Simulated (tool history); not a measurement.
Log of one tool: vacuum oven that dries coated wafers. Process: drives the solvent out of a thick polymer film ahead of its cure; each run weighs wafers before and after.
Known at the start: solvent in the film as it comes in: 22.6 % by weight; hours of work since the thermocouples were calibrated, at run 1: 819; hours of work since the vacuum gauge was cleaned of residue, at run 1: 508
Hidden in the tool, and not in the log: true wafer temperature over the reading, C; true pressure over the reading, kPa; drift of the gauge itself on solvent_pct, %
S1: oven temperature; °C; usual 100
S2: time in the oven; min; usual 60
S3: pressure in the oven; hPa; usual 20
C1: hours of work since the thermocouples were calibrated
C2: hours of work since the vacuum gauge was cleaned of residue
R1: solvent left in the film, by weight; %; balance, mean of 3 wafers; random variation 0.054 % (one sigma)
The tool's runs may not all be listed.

run	hour	S1	S2	S3	C1	C2	R1
1	0	100	60	20	819	508	2.72
2	100.3	100	60	20	864	553	2.83
3	190	100	60	22.9	904	594	2.99
4	248.7	100	60	26.8	930	620	3.24
5	334.6	100	60	26.8	969	659	3.22
6	399.3	100	60	26.8	998	688	3.27
7	483.7	112	60	20	1036	726	0.86
8	545.6	112	60	20	1064	754	0.89
9	588.8	112	60	20	1083	773	0.8
10	634.2	112	60	20	1104	793	0.93
11	732.9	112	60	20	1148	838	0.97
12	793.2	112	60	20	1175	865	0.91
# hour 834.2: oven's thermocouples calibrated
13	860.4	100	60	20	12	894	2.26
14	948.5	100	67	25.9	51	934	2.29
15	1015.2	115	34	44.3	81	964	1.69
16	1056.7	115	34	44.3	100	982	1.68
17	1119.4	98	41	68	128	1011	7.11
18	1210	111	85	45.9	169	1051	1.71
19	1277.6	100	33	20	199	1082	5.33
20	1325.1	100	60	14.4	221	1103	2.09
21	1374.1	90	60	12.3	243	1125	5.89
22	1476.8	113	59	12.5	289	1171	0.53
23	1565.9	113	59	12.5	329	1211	0.54
24	1622	91	60	20	354	1236	6
25	1687.6	115	34	38.2	384	1266	1.52
26	1776.3	100	43	20	423	1306	3.93

Forecast each of these 5 alternatives for the next run:
A	1835.5	109	43	20	450	1332	?
B	1835.5	99	43	23.2	450	1332	?
C	1835.5	100	60	55.7	450	1332	?
D	1835.5	100	57	20	450	1332	?
E	1835.5	103	43	32.2	450	1332	?

run	R1
A	1.5
B	4.58
C	4.31
D	2.83
E	3.46
Without the tool's hidden state the same runs would have given:
run	R1
A	1.26
B	4.04
C	3.87
D	2.42
E	3.03
